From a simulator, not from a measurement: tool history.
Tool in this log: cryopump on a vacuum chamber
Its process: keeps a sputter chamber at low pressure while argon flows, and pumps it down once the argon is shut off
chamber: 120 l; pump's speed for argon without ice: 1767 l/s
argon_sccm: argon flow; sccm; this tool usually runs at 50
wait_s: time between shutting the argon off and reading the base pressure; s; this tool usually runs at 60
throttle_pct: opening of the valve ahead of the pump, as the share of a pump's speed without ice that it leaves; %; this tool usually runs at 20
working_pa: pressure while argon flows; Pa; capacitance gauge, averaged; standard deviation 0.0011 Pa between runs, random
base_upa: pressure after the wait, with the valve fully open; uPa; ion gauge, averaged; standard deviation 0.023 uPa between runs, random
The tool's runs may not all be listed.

run	hour	argon_sccm	wait_s	throttle_pct	working_pa	base_upa
1	0.0	50	60	20	0.2430	1.97
2	52.5	50	60	20	0.2447	2.04
3	102.4	50	60	20	0.2429	1.99
4	163.3	50	60	20	0.2449	2.01
5	212.8	50	41	20	0.2442	2.35
6	256.8	50	60	20	0.2437	2.11
7	319.9	50	60	20	0.2446	2.18
8	371.7	50	117	20	0.2480	1.92
9	445.9	50	60	20	0.2480	2.24
10	536.8	50	60	20	0.2466	2.31
11	584.6	41	60	20	0.2037	2.33
12	650.7	24	60	20	0.1198	2.40
13	706.4	24	60	26	0.0916	2.48
14	762.5	50	60	53	0.0999	2.44
15	841.5	50	60	53	0.0999	2.59
16	928.4	50	108	20	0.2514	2.29
17	998.9	50	108	20	0.2513	2.43
18	1043.7	50	62	22	0.2291	2.74
19	1117.4	50	60	17	0.2929	2.74
20	1186.7	22	26	47	0.0510	3.57
21	1268.9	64	60	20	0.3245	2.83
22	1305.8	98	23	37	0.2797	3.91
23	1343.3	29	62	29	0.1037	2.91
24	1397.3	29	23	29	0.1032	3.81
# hour 1459.7: pump warmed up, emptied and cooled again
25	1459.7	87	30	36	0.2334	3.08
26	1509.0	87	30	36	0.2317	3.04
27	1565.1	24	265	36	0.0652	2.05
28	1650.9	97	24	32	0.2933	3.47

Per-run results on a tool with no hidden state, each run keeping its own random variation:
Hidden conditions of the tool in this case: pump's speed, % of a pump's without ice; cold plate's temperature, K; leak into the chamber, uPa l/s; drift of the gauge itself on working_pa, %; drift of the gauge itself on base_upa, %.
run	working_pa	base_upa
1	0.2389	0.80
2	0.2402	0.81
3	0.2382	0.74
4	0.2397	0.75
5	0.2387	1.06
6	0.2379	0.79
7	0.2383	0.78
8	0.2412	0.50
9	0.2407	0.79
10	0.2387	0.77
11	0.1969	0.78
12	0.1155	0.77
13	0.0872	0.78
14	0.0901	0.76
15	0.0896	0.81
16	0.2404	0.48
17	0.2397	0.54
18	0.2172	0.79
19	0.2804	0.75
20	0.0452	1.54
21	0.3067	0.78
22	0.2519	1.76
23	0.0953	0.74
24	0.0944	1.65
25	0.2321	1.39
26	0.2299	1.33
27	0.0646	0.28
28	0.2898	1.65

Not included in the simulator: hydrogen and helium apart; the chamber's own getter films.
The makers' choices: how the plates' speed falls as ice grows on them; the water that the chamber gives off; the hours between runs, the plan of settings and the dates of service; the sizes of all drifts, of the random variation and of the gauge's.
